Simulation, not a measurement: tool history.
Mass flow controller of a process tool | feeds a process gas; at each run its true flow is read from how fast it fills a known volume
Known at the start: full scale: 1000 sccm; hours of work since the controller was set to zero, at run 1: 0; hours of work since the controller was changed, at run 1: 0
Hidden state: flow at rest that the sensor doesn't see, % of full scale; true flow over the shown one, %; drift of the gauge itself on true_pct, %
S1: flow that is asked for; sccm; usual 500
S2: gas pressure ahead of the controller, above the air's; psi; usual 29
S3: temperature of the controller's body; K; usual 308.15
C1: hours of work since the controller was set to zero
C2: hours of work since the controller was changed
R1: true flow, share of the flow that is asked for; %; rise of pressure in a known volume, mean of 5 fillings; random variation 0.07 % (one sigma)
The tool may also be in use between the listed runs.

run 1 day=0 | S1=500 S2=29 S3=308.15 | C1=0 C2=0 | R1=98.24
run 2 day=17.612 | S1=500 S2=29 S3=308.15 | C1=326 C2=326 | R1=97.99
run 3 day=35.275 | S1=500 S2=29 S3=307.15 | C1=653 C2=653 | R1=97.77
run 4 day=47.992 | S1=500 S2=29 S3=307.15 | C1=889 C2=889 | R1=97.68
run 5 day=69.8 | S1=500 S2=26.5 S3=308.15 | C1=1292 C2=1292 | R1=97.04
run 6 day=80.529 | S1=970 S2=29 S3=308.15 | C1=1491 C2=1491 | R1=98.71
run 7 day=91.275 | S1=970 S2=29 S3=308.15 | C1=1690 C2=1690 | R1=98.46
run 8 day=101.188 | S1=970 S2=29 S3=308.15 | C1=1874 C2=1874 | R1=98.39
run 9 day=118.533 | S1=500 S2=29 S3=308.15 | C1=2195 C2=2195 | R1=96.34
run 10 day=132.221 | S1=500 S2=29 S3=302.15 | C1=2448 C2=2448 | R1=96.43
run 11 day=144.042 | S1=500 S2=29 S3=302.15 | C1=2667 C2=2667 | R1=96.14
run 12 day=163.142 | S1=500 S2=29 S3=302.15 | C1=3021 C2=3021 | R1=95.88
run 13 day=174.079 | S1=500 S2=29 S3=302.15 | C1=3223 C2=3223 | R1=95.73
run 14 day=186.083 | S1=500 S2=29 S3=302.15 | C1=3446 C2=3446 | R1=95.47
run 15 day=200.638 | S1=500 S2=29 S3=302.15 | C1=3715 C2=3715 | R1=95.26
run 16 day=209.933 | S1=500 S2=29 S3=302.15 | C1=3887 C2=3887 | R1=95.09
run 17 day=222.758 | S1=500 S2=29 S3=302.15 | C1=4125 C2=4125 | R1=94.93
run 18 day=237.392 | S1=500 S2=29 S3=302.15 | C1=4396 C2=4396 | R1=94.79
run 19 day=258.25 | S1=434 S2=29 S3=308.15 | C1=4782 C2=4782 | R1=93.64
run 20 day=270.846 | S1=500 S2=29 S3=308.15 | C1=5015 C2=5015 | R1=93.96
run 21 day=286.529 | S1=500 S2=29 S3=308.15 | C1=5306 C2=5306 | R1=93.69
run 22 day=296.138 | S1=500 S2=29 S3=308.15 | C1=5483 C2=5483 | R1=93.54
run 23 day=308.725 | S1=204 S2=24.7 S3=307.15 | C1=5717 C2=5717 | R1=89.33
-- day=310.454 controller exchanged for a calibrated one
run 24 day=323.046 | S1=500 S2=29 S3=306.15 | C1=233 C2=233 | R1=98.06
run 25 day=340.671 | S1=117 S2=29.3 S3=306.15 | C1=559 C2=559 | R1=95.95
-- day=342.558 controller's zero set anew
run 26 day=358.762 | S1=117 S2=31.3 S3=308.15 | C1=300 C2=894 | R1=95.08
run 27 day=369.471 | S1=755 S2=31.3 S3=303.15 | C1=498 C2=1092 | R1=98.62
run 28 day=391.95 | S1=755 S2=31.3 S3=303.15 | C1=915 C2=1509 | R1=98.3
run 29 day=402.054 | S1=159 S2=24.5 S3=294.15 | C1=1102 C2=1696 | R1=94.53
run 30 day=411.567 | S1=219 S2=37.3 S3=298.15 | C1=1278 C2=1872 | R1=95.6
-- day=412.704 controller's zero set anew, once more
run 31 day=424.746 | S1=145 S2=36.4 S3=297.15 | C1=223 C2=2116 | R1=96.17
run 32 day=444.683 | S1=145 S2=36.4 S3=297.15 | C1=592 C2=2485 | R1=95.59
run 33 day=463.167 | S1=145 S2=36.4 S3=297.15 | C1=934 C2=2827 | R1=95
run 34 day=480.679 | S1=778 S2=29.2 S3=301.15 | C1=1259 C2=3151 | R1=97.47
run 35 day=501.462 | S1=187 S2=33.6 S3=308.15 | C1=1644 C2=3536 | R1=93.98
run 36 day=512.938 | S1=498 S2=29.2 S3=313.15 | C1=1856 C2=3749 | R1=95.51
run 37 day=525.275 | S1=190 S2=24.4 S3=308.15 | C1=2084 C2=3977 | R1=93
run 38 day=546.917 | S1=190 S2=24.4 S3=308.15 | C1=2485 C2=4378 | R1=92.43
run 39 day=562.783 | S1=500 S2=20.9 S3=308.15 | C1=2779 C2=4672 | R1=94.48
run 40 day=577.85 | S1=500 S2=29 S3=307.15 | C1=3058 C2=4951 | R1=94.74
run 41 day=591.429 | S1=500 S2=29.7 S3=304.15 | C1=3309 C2=5202 | R1=94.66
run 42 day=613.879 | S1=246 S2=23.8 S3=308.15 | C1=3725 C2=5618 | R1=91.66
-- day=619.862 controller exchanged for a calibrated one
run 43 day=631.983 | S1=500 S2=34.8 S3=308.15 | C1=224 C2=224 | R1=98.46

4 ways to go on from here, each from the tool as it stands after run 43. What would each give?
run A day=650.696 | S1=304 S2=35.8 S3=295.15 | C1=571 C2=571 | R1=?
run B day=650.696 | S1=242 S2=26 S3=308.15 | C1=571 C2=571 | R1=?
run C day=650.696 | S1=908 S2=30.2 S3=306.15 | C1=571 C2=571 | R1=?
run D day=650.696 | S1=121 S2=28.1 S3=294.15 | C1=571 C2=571 | R1=?

run=A R1=98.08
run=B R1=96.78
run=C R1=99.48
run=D R1=96.42
Without the tool's hidden state the same runs would have given:
run=A R1=98.47
run=B R1=97.26
run=C R1=99.65
run=D R1=97.32

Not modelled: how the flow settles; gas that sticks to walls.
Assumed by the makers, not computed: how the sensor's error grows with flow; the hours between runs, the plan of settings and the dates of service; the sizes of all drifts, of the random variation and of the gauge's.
